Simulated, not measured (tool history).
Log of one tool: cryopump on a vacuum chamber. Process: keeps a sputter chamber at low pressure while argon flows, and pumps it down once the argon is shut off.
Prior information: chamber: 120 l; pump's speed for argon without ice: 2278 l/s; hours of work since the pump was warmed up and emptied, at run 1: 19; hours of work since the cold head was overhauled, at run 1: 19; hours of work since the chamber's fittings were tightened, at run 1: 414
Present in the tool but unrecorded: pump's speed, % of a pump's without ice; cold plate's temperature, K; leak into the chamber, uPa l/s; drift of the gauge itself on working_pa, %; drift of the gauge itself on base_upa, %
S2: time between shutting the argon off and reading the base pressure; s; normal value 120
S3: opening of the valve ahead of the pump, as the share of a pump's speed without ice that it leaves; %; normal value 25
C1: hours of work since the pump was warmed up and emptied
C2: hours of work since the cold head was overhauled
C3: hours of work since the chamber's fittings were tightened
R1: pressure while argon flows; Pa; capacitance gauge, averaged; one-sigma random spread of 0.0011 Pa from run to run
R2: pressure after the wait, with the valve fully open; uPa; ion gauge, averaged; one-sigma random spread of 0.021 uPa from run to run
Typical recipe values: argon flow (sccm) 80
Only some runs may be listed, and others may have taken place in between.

run 1 hour=0.0 | argon_flow_(sccm)=80 S2=120 S3=25 | C1=19 C2=19 C3=414 | R1=0.2392 R2=0.61
run 2 hour=65.1 | argon_flow_(sccm)=80 S2=120 S3=25 | C1=61 C2=61 C3=456 | R1=0.2405 R2=0.64
run 3 hour=131.4 | argon_flow_(sccm)=80 S2=120 S3=25 | C1=103 C2=103 C3=498 | R1=0.2380 R2=0.66
run 4 hour=178.7 | argon_flow_(sccm)=80 S2=120 S3=25 | C1=133 C2=133 C3=528 | R1=0.2421 R2=0.70
run 5 hour=241.3 | argon_flow_(sccm)=80 S2=120 S3=25 | C1=173 C2=173 C3=568 | R1=0.2411 R2=0.68
run 6 hour=292.8 | argon_flow_(sccm)=80 S2=120 S3=25 | C1=206 C2=206 C3=601 | R1=0.2434 R2=0.70
run 7 hour=321.3 | argon_flow_(sccm)=80 S2=120 S3=25 | C1=224 C2=224 C3=619 | R1=0.2427 R2=0.68
run 8 hour=352.0 | argon_flow_(sccm)=80 S2=26 S3=25 | C1=244 C2=244 C3=639 | R1=0.2450 R2=2.07
run 9 hour=385.0 | argon_flow_(sccm)=80 S2=120 S3=52 | C1=265 C2=265 C3=660 | R1=0.1219 R2=0.71
run 10 hour=425.0 | argon_flow_(sccm)=80 S2=120 S3=25 | C1=290 C2=290 C3=685 | R1=0.2446 R2=0.71
run 11 hour=454.5 | argon_flow_(sccm)=80 S2=120 S3=27 | C1=309 C2=309 C3=704 | R1=0.2282 R2=0.74
run 12 hour=503.3 | argon_flow_(sccm)=80 S2=120 S3=25 | C1=340 C2=340 C3=735 | R1=0.2455 R2=0.76
run 13 hour=542.3 | argon_flow_(sccm)=80 S2=120 S3=25 | C1=365 C2=365 C3=760 | R1=0.2482 R2=0.69
run 14 hour=595.4 | argon_flow_(sccm)=80 S2=120 S3=25 | C1=399 C2=399 C3=794 | R1=0.2481 R2=0.76
run 15 hour=629.6 | argon_flow_(sccm)=151 S2=296 S3=56 | C1=421 C2=421 C3=816 | R1=0.2224 R2=0.56
run 16 hour=695.3 | argon_flow_(sccm)=151 S2=296 S3=56 | C1=462 C2=462 C3=857 | R1=0.2257 R2=0.55
run 17 hour=756.5 | argon_flow_(sccm)=151 S2=296 S3=56 | C1=501 C2=501 C3=896 | R1=0.2272 R2=0.54
run 18 hour=804.2 | argon_flow_(sccm)=151 S2=285 S3=17 | C1=532 C2=532 C3=927 | R1=0.6915 R2=0.56

Run 19 has not been measured yet. What should we expect?
run 19 hour=842.1 | argon_flow_(sccm)=34 S2=295 S3=54 | C1=556 C2=556 C3=951 | R1=? R2=?

Run 19 measured R1 0.0547 Pa, R2 0.60 uPa.
Without the tool's hidden state the same run would have given R1 0.0480 Pa, R2 0.28 uPa.

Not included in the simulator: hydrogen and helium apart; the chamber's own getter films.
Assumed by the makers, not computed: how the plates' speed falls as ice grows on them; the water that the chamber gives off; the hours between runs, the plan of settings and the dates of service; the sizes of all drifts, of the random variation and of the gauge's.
